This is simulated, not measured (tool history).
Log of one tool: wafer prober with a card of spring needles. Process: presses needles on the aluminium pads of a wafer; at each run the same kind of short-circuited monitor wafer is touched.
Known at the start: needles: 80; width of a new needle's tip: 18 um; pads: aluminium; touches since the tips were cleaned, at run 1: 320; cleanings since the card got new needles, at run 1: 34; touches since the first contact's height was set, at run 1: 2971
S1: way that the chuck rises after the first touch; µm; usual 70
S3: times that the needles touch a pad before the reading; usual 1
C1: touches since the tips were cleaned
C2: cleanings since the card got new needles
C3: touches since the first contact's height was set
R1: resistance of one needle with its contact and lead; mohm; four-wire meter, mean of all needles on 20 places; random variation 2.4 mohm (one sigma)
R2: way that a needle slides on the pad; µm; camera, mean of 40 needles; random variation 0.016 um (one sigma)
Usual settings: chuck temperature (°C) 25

run 1 hour=0.0 | S1=70 chuck_temperature_(°C)=25 S3=1 | C1=320 C2=34 C3=2971 | R1=273 R2=12.56
-- hour=6.6 tips cleaned on abrasive film
run 2 hour=9.7 | S1=70 chuck_temperature_(°C)=25 S3=1 | C1=1166 C2=35 C3=6554 | R1=279 R2=12.52
-- hour=15.1 tips cleaned on abrasive film
-- hour=22.4 tips cleaned on abrasive film
run 3 hour=22.4 | S1=60 chuck_temperature_(°C)=25 S3=1 | C1=0 C2=37 C3=11193 | R1=271 R2=10.74
-- hour=29.7 tips cleaned on abrasive film
-- hour=37.8 tips cleaned on abrasive film
run 4 hour=39.6 | S1=70 chuck_temperature_(°C)=25 S3=1 | C1=665 C2=39 C3=17499 | R1=277 R2=12.55
-- hour=46.4 tips cleaned on abrasive film
-- hour=54.5 tips cleaned on abrasive film
run 5 hour=55.8 | S1=70 chuck_temperature_(°C)=43 S3=1 | C1=495 C2=41 C3=23444 | R1=281 R2=12.51
-- hour=61.9 tips cleaned on abrasive film
-- hour=69.2 tips cleaned on abrasive film
run 6 hour=71.9 | S1=70 chuck_temperature_(°C)=25 S3=1 | C1=1012 C2=43 C3=29355 | R1=278 R2=12.49
-- hour=77.4 tips cleaned on abrasive film
run 7 hour=82.4 | S1=70 chuck_temperature_(°C)=25 S3=1 | C1=1846 C2=44 C3=33204 | R1=293 R2=12.48
-- hour=85.5 tips cleaned on abrasive film
-- hour=93.8 tips cleaned on abrasive film
-- hour=101.5 tips cleaned on abrasive film
run 8 hour=101.9 | S1=70 chuck_temperature_(°C)=25 S3=1 | C1=158 C2=47 C3=40358 | R1=272 R2=12.47
-- hour=109.2 tips cleaned on abrasive film
-- hour=118.1 tips cleaned on abrasive film
run 9 hour=120.8 | S1=70 chuck_temperature_(°C)=25 S3=1 | C1=1018 C2=49 C3=47302 | R1=280 R2=12.45
-- hour=125.5 tips cleaned on abrasive film
run 10 hour=131.1 | S1=70 chuck_temperature_(°C)=25 S3=1 | C1=2071 C2=50 C3=51092 | R1=288 R2=12.45
-- hour=134.0 tips cleaned on abrasive film
-- hour=141.6 tips cleaned on abrasive film
run 11 hour=142.3 | S1=70 chuck_temperature_(°C)=25 S3=1 | C1=259 C2=52 C3=55191 | R1=273 R2=12.43
-- hour=149.1 tips cleaned on abrasive film
-- hour=157.7 tips cleaned on abrasive film
run 12 hour=158.2 | S1=70 chuck_temperature_(°C)=25 S3=1 | C1=214 C2=54 C3=61031 | R1=270 R2=12.38
-- hour=166.5 tips cleaned on abrasive film
-- hour=174.2 tips cleaned on abrasive film
run 13 hour=177.7 | S1=70 chuck_temperature_(°C)=29 S3=1 | C1=1318 C2=56 C3=68199 | R1=281 R2=12.40
-- hour=182.6 tips cleaned on abrasive film
run 14 hour=189.5 | S1=52 chuck_temperature_(°C)=29 S3=1 | C1=2540 C2=57 C3=72528 | R1=308 R2=9.15
-- hour=190.6 tips cleaned on abrasive film
-- hour=198.4 tips cleaned on abrasive film
run 15 hour=205.6 | S1=56 chuck_temperature_(°C)=27 S3=1 | C1=2646 C2=59 C3=78427 | R1=305 R2=9.83
-- hour=206.5 tips cleaned on abrasive film
-- hour=214.2 tips cleaned on abrasive film
-- hour=221.4 tips cleaned on abrasive film
run 16 hour=222.8 | S1=56 chuck_temperature_(°C)=27 S3=1 | C1=529 C2=62 C3=84739 | R1=277 R2=9.82
-- hour=228.7 tips cleaned on abrasive film
-- hour=236.6 tips cleaned on abrasive film
run 17 hour=239.5 | S1=52 chuck_temperature_(°C)=119 S3=3 | C1=1079 C2=64 C3=90846 | R1=302 R2=9.08
-- hour=244.6 tips cleaned on abrasive film
-- hour=252.2 tips cleaned on abrasive film
run 18 hour=258.0 | S1=64 chuck_temperature_(°C)=48 S3=2 | C1=2172 C2=66 C3=97667 | R1=291 R2=11.25

Forecast run 19:
-- hour=259.8 tips cleaned on abrasive film
-- hour=263.7 height of the first contact set anew
-- hour=268.5 tips cleaned on abrasive film
-- hour=276.2 tips cleaned on abrasive film
run 19 hour=277.9 | S1=70 chuck_temperature_(°C)=32 S3=2 | C1=613 C2=69 C3=5200 | R1=? R2=?

R1: 273 mohm
R2: 12.51 µm
Without the tool's hidden state the same run would have given R1 268 mohm, R2 12.52 µm.
